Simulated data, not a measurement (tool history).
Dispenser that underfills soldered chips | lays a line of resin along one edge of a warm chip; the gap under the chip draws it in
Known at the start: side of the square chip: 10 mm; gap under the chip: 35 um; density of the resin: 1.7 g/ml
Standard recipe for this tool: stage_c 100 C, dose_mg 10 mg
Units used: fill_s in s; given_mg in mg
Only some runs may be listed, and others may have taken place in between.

{"run": 1, "hour": 0.0, "stage_c": 100, "dose_mg": 10, "fill_s": 308.6, "given_mg": 9.58}
{"hour": 3.6, "done": "new syringe of resin"}
{"run": 2, "hour": 5.2, "stage_c": 100, "dose_mg": 10, "fill_s": 218.7, "given_mg": 9.58}
{"run": 3, "hour": 11.3, "stage_c": 100, "dose_mg": 10, "fill_s": 329.1, "given_mg": 9.53}
{"hour": 14.0, "done": "new syringe of resin"}
{"run": 4, "hour": 15.9, "stage_c": 100, "dose_mg": 10, "fill_s": 223.5, "given_mg": 9.41}
{"run": 5, "hour": 22.9, "stage_c": 93, "dose_mg": 10, "fill_s": 435.8, "given_mg": 9.41}
{"hour": 24.9, "done": "new syringe of resin"}
{"run": 6, "hour": 28.9, "stage_c": 93, "dose_mg": 8.9, "fill_s": 323.9, "given_mg": 8.34}
{"run": 7, "hour": 32.6, "stage_c": 93, "dose_mg": 8.9, "fill_s": 415.9, "given_mg": 8.41}
{"hour": 35.9, "done": "new syringe of resin"}
{"hour": 38.1, "done": "dispensing valve cleaned and set on the balance"}
{"run": 8, "hour": 41.3, "stage_c": 93, "dose_mg": 8.9, "fill_s": 324.1, "given_mg": 8.87}
{"hour": 47.3, "done": "new syringe of resin"}
{"run": 9, "hour": 48.7, "stage_c": 93, "dose_mg": 8.7, "fill_s": 275.5, "given_mg": 8.65}
{"run": 10, "hour": 56.7, "stage_c": 93, "dose_mg": 8.7, "fill_s": 453, "given_mg": 8.54}
{"hour": 57.7, "done": "new syringe of resin"}
{"run": 11, "hour": 62.2, "stage_c": 100, "dose_mg": 11.9, "fill_s": 255.8, "given_mg": 11.76}
{"run": 12, "hour": 66.7, "stage_c": 95, "dose_mg": 10, "fill_s": 401.8, "given_mg": 9.82}
{"hour": 68.1, "done": "new syringe of resin"}
{"run": 13, "hour": 70.6, "stage_c": 95, "dose_mg": 10, "fill_s": 269.4, "given_mg": 9.71}
{"run": 14, "hour": 75.3, "stage_c": 95, "dose_mg": 10, "fill_s": 362.4, "given_mg": 9.79}
{"hour": 78.5, "done": "new syringe of resin"}
{"run": 15, "hour": 80.5, "stage_c": 95, "dose_mg": 10, "fill_s": 259.6, "given_mg": 9.77}
{"run": 16, "hour": 86.2, "stage_c": 96, "dose_mg": 10.3, "fill_s": 365.4, "given_mg": 9.98}
{"hour": 89.1, "done": "new syringe of resin"}
{"run": 17, "hour": 92.4, "stage_c": 96, "dose_mg": 10.3, "fill_s": 274.6, "given_mg": 9.95}
{"run": 18, "hour": 98.6, "stage_c": 108, "dose_mg": 8.7, "fill_s": 300, "given_mg": 8.49}
{"hour": 99.9, "done": "new syringe of resin"}
{"run": 19, "hour": 104.8, "stage_c": 108, "dose_mg": 8.7, "fill_s": 216.3, "given_mg": 8.35}
{"hour": 110.4, "done": "new syringe of resin"}
{"run": 20, "hour": 111.2, "stage_c": 109, "dose_mg": 11.6, "fill_s": 158.1, "given_mg": 11.06}
{"run": 21, "hour": 119.2, "stage_c": 113, "dose_mg": 10.6, "fill_s": 240.9, "given_mg": 10.12}
{"hour": 121.2, "done": "new syringe of resin"}
{"run": 22, "hour": 123.2, "stage_c": 103, "dose_mg": 12.7, "fill_s": 199.7, "given_mg": 12.12}
{"run": 23, "hour": 127.2, "stage_c": 102, "dose_mg": 11.8, "fill_s": 264.3, "given_mg": 11.22}
{"hour": 132.0, "done": "new syringe of resin"}
{"run": 24, "hour": 133.8, "stage_c": 95, "dose_mg": 13, "fill_s": 249.7, "given_mg": 12.18}
{"run": 25, "hour": 140.1, "stage_c": 95, "dose_mg": 13, "fill_s": 379.4, "given_mg": 12.21}

Forecast run 26:
{"hour": 142.6, "done": "new syringe of resin"}
{"hour": 145.1, "done": "dispensing valve cleaned and set on the balance"}
{"run": 26, "hour": 149.3, "stage_c": 95, "dose_mg": 13, "fill_s": "?", "given_mg": "?"}

{"run 26": {"fill_s": 327.2, "given_mg": 12.99}}
With the hidden condition absent and the run-to-run variation left alone, this run would have shown fill_s 226.7 s, given_mg 12.97 mg.
